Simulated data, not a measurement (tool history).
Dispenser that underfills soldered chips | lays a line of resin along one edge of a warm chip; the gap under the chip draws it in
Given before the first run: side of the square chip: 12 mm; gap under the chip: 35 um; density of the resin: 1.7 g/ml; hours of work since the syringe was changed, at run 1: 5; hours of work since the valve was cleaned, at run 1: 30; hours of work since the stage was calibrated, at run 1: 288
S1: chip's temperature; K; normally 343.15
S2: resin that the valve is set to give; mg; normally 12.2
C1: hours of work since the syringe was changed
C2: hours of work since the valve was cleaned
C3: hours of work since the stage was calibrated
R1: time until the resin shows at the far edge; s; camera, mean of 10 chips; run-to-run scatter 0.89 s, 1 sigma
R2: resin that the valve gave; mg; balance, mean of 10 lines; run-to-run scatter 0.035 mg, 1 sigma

run 1 hour=0 | S1=343.15 S2=12.2 | C1=5 C2=30 C3=288 | R1=116.2 R2=11.85
run 2 hour=5.8 | S1=343.15 S2=12.2 | C1=8 C2=34 C3=292 | R1=157.3 R2=11.84
-- hour=6.9 new syringe of resin
run 3 hour=15.5 | S1=343.15 S2=12.2 | C1=6 C2=40 C3=298 | R1=124.5 R2=11.74
-- hour=20.9 new syringe of resin
run 4 hour=29.5 | S1=343.15 S2=12.2 | C1=6 C2=49 C3=307 | R1=121.8 R2=11.74
-- hour=34.9 new syringe of resin
run 5 hour=36.7 | S1=343.15 S2=12.2 | C1=1 C2=53 C3=311 | R1=85.4 R2=11.61
run 6 hour=42.5 | S1=332.15 S2=12.2 | C1=5 C2=57 C3=315 | R1=204.5 R2=11.61
-- hour=49.1 new syringe of resin
run 7 hour=50.8 | S1=331.15 S2=12.2 | C1=1 C2=62 C3=320 | R1=155.6 R2=11.57
run 8 hour=57 | S1=331.15 S2=12.2 | C1=5 C2=66 C3=324 | R1=214.4 R2=11.52
-- hour=63.8 new syringe of resin
run 9 hour=66.7 | S1=331.15 S2=12.2 | C1=2 C2=72 C3=330 | R1=169.8 R2=11.48
-- hour=72.1 dispensing valve cleaned and set on the balance
-- hour=78.7 new syringe of resin
run 10 hour=80.4 | S1=343.15 S2=12.2 | C1=1 C2=5 C3=338 | R1=85 R2=12.14
-- hour=91.2 stage's temperature calibrated
-- hour=93.5 new syringe of resin
run 11 hour=94.9 | S1=343.15 S2=12.2 | C1=1 C2=14 C3=2 | R1=91.6 R2=12.08
-- hour=107.4 new syringe of resin
run 12 hour=107.4 | S1=343.15 S2=12.2 | C1=0 C2=21 C3=10 | R1=83.8 R2=11.98
run 13 hour=119.8 | S1=343.15 S2=12.2 | C1=8 C2=29 C3=18 | R1=161.6 R2=11.96
-- hour=121.4 new syringe of resin
run 14 hour=130.5 | S1=343.15 S2=12.2 | C1=6 C2=36 C3=25 | R1=136 R2=11.9
-- hour=135.6 new syringe of resin
run 15 hour=141.9 | S1=337.15 S2=12.2 | C1=4 C2=43 C3=32 | R1=160 R2=11.81
-- hour=149.6 new syringe of resin
run 16 hour=155.6 | S1=333.15 S2=12.2 | C1=4 C2=51 C3=40 | R1=191.9 R2=11.74
-- hour=163.6 new syringe of resin
run 17 hour=166.6 | S1=333.15 S2=12.2 | C1=2 C2=58 C3=47 | R1=159.1 R2=11.65
run 18 hour=174.7 | S1=329.15 S2=15.4 | C1=7 C2=63 C3=52 | R1=299.5 R2=14.65
-- hour=178.2 new syringe of resin
run 19 hour=183.7 | S1=353.15 S2=15.5 | C1=3 C2=69 C3=58 | R1=67.4 R2=14.64
-- hour=192.5 new syringe of resin
-- hour=193.5 dispensing valve cleaned and set on the balance
run 20 hour=195.3 | S1=357.15 S2=11.1 | C1=1 C2=1 C3=64 | R1=46.6 R2=11.15
run 21 hour=202.6 | S1=335.15 S2=10.9 | C1=6 C2=6 C3=69 | R1=205.8 R2=10.88
-- hour=207.2 new syringe of resin
run 22 hour=213.1 | S1=339.15 S2=13.7 | C1=4 C2=12 C3=75 | R1=132.9 R2=13.62
run 23 hour=219.3 | S1=335.15 S2=11 | C1=8 C2=16 C3=79 | R1=246 R2=10.84
-- hour=221.4 new syringe of resin
run 24 hour=229.1 | S1=335.15 S2=11 | C1=5 C2=22 C3=85 | R1=192.1 R2=10.82
-- hour=235.8 new syringe of resin
run 25 hour=237.3 | S1=343.15 S2=12 | C1=1 C2=27 C3=90 | R1=90 R2=11.77
-- hour=249.5 new syringe of resin
run 26 hour=251.5 | S1=343.15 S2=12 | C1=1 C2=36 C3=99 | R1=89.4 R2=11.72
run 27 hour=259.3 | S1=343.15 S2=12 | C1=6 C2=41 C3=104 | R1=136 R2=11.63
-- hour=263.3 new syringe of resin
run 28 hour=270 | S1=330.15 S2=14.6 | C1=4 C2=48 C3=111 | R1=221.1 R2=14.09
-- hour=277.2 new syringe of resin
run 29 hour=277.4 | S1=338.15 S2=13 | C1=0 C2=52 C3=115 | R1=102.8 R2=12.48
run 30 hour=290.1 | S1=331.15 S2=13.1 | C1=8 C2=60 C3=123 | R1=289.9 R2=12.52
-- hour=291.3 new syringe of resin
run 31 hour=300 | S1=329.15 S2=13.2 | C1=6 C2=67 C3=130 | R1=263.8 R2=12.56
-- hour=305.7 new syringe of resin
run 32 hour=308 | S1=348.15 S2=10.8 | C1=1 C2=71 C3=134 | R1=74.2 R2=10.17
-- hour=313.4 dispensing valve cleaned and set on the balance
run 33 hour=315.1 | S1=342.15 S2=14.9 | C1=5 C2=1 C3=138 | R1=128.2 R2=14.89

Alternative continuations, all from the tool just after run 33; predict every row:
-- hour=320.8 new syringe of resin
run A hour=322.8 | S1=342.15 S2=13.1 | C1=1 C2=6 C3=143 | R1=? R2=?
-- hour=320.8 new syringe of resin
run B hour=322.8 | S1=338.15 S2=15 | C1=1 C2=6 C3=143 | R1=? R2=?
-- hour=320.8 new syringe of resin
run C hour=322.8 | S1=328.15 S2=15.2 | C1=1 C2=6 C3=143 | R1=? R2=?
-- hour=320.8 new syringe of resin
run D hour=322.8 | S1=344.15 S2=13.8 | C1=1 C2=6 C3=143 | R1=? R2=?

run=A R1=93 R2=13.07
run=B R1=112.8 R2=14.94
run=C R1=191.1 R2=15.02
run=D R1=81.8 R2=13.67
With the hidden condition removed and each run's random variation left untouched, the same runs would have given:
run=A R1=88.2 R2=13.14
run=B R1=107.1 R2=15.01
run=C R1=182.1 R2=15.1
run=D R1=77.5 R2=13.74

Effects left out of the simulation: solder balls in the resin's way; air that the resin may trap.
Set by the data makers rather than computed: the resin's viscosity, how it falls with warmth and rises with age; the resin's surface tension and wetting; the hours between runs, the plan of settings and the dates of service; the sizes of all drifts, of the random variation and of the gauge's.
